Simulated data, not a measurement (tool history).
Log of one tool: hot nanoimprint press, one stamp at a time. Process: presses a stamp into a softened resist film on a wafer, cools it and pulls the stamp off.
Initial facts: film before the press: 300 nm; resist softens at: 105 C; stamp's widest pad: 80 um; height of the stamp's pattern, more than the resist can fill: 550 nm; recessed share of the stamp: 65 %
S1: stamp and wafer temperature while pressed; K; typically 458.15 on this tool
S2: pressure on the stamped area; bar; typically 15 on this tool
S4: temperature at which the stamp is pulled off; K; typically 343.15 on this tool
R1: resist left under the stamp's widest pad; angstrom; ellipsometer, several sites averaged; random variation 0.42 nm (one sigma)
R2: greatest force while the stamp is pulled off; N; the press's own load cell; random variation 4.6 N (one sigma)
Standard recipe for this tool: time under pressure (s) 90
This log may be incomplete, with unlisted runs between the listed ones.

run 1 day=0 | S1=458.15 S2=15 time_under_pressure_(s)=90 S4=343.15 | R1=1314 R2=339
run 2 day=0.904 | S1=458.15 S2=15 time_under_pressure_(s)=85 S4=343.15 | R1=1336 R2=331
run 3 day=1.912 | S1=458.15 S2=15 time_under_pressure_(s)=85 S4=343.15 | R1=1349 R2=328
run 4 day=2.708 | S1=458.15 S2=15 time_under_pressure_(s)=85 S4=343.15 | R1=1349 R2=345
run 5 day=3.308 | S1=458.15 S2=15 time_under_pressure_(s)=85 S4=343.15 | R1=1346 R2=343
-- day=4.125 plate thermocouple calibrated
run 6 day=4.125 | S1=458.15 S2=15 time_under_pressure_(s)=85 S4=343.15 | R1=1372 R2=336
run 7 day=4.825 | S1=458.15 S2=15 time_under_pressure_(s)=85 S4=343.15 | R1=1364 R2=341
run 8 day=5.846 | S1=458.15 S2=15 time_under_pressure_(s)=90 S4=343.15 | R1=1337 R2=350
run 9 day=6.962 | S1=461.15 S2=15 time_under_pressure_(s)=89 S4=345.15 | R1=1216 R2=342
run 10 day=7.633 | S1=461.15 S2=15 time_under_pressure_(s)=89 S4=345.15 | R1=1211 R2=342
-- day=8.192 plate thermocouple calibrated, once more
run 11 day=8.492 | S1=454.15 S2=14.1 time_under_pressure_(s)=132 S4=345.15 | R1=1294 R2=342
-- day=9.092 stamp cleaned and given a new release coat
run 12 day=9.667 | S1=454.15 S2=14.1 time_under_pressure_(s)=138 S4=340.15 | R1=1279 R2=230
run 13 day=10.471 | S1=454.15 S2=14.1 time_under_pressure_(s)=138 S4=340.15 | R1=1272 R2=233
run 14 day=11.1 | S1=458.15 S2=15 time_under_pressure_(s)=137 S4=343.15 | R1=1072 R2=237
run 15 day=11.608 | S1=458.15 S2=15 time_under_pressure_(s)=137 S4=343.15 | R1=1076 R2=235

Alternative continuations, all from the tool just after run 15; predict every row:
run A day=12.562 | S1=458.15 S2=18 time_under_pressure_(s)=155 S4=346.15 | R1=? R2=?
run B day=12.562 | S1=456.15 S2=14.2 time_under_pressure_(s)=90 S4=343.15 | R1=? R2=?
run C day=12.562 | S1=458.15 S2=14.8 time_under_pressure_(s)=158 S4=343.15 | R1=? R2=?

run=A R1=943 R2=221
run=B R1=1400 R2=232
run=C R1=1022 R2=232
Had the tool no hidden state, the same runs would have come out as:
run=A R1=930 R2=214
run=B R1=1385 R2=224
run=C R1=1010 R2=224
